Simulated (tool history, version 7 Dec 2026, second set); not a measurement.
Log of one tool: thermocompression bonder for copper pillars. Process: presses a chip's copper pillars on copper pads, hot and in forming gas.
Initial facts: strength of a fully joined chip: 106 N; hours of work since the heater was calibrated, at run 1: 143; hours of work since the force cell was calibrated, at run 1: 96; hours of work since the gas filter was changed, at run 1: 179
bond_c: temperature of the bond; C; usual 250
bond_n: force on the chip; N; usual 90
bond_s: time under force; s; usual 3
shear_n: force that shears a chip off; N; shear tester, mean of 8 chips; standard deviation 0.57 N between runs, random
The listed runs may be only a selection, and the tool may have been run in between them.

run,day,bond_c,bond_n,bond_s,hours of work since the heater was calibrated,hours of work since the force cell was calibrated,hours of work since the gas filter was changed,shear_n
1,0,250,90,3,143,96,179,72.7
# day 0.575: forming gas filter changed
2,0.754,250,90,3,155,108,3,72.6
3,1.221,250,90,4,163,115,11,78.4
4,1.825,250,90,4,173,125,20,78.2
5,2.475,250,90,3,183,136,31,72.5
6,3.338,250,76,3,197,150,45,63.3
7,4.183,250,76,3,211,163,59,62.8
8,4.692,256,90,2,219,172,67,67.4
9,5.129,273,123,7,227,179,74,101
10,5.912,264,64,3,239,192,87,61.3
11,6.712,240,65,3,252,205,100,48.9

Across each entry between runs, compare the hidden state at the last listed run before it with the hidden state at the first listed run after it:
In the gap between runs 1 and 2: forming gas filter changed (day 0.575)
  oxide that the forming gas leaves, % of the face: 2.63 -> 0.55
  the result without the hidden state subtracted from the measured one, shear_n: -2 -> -0.5 N
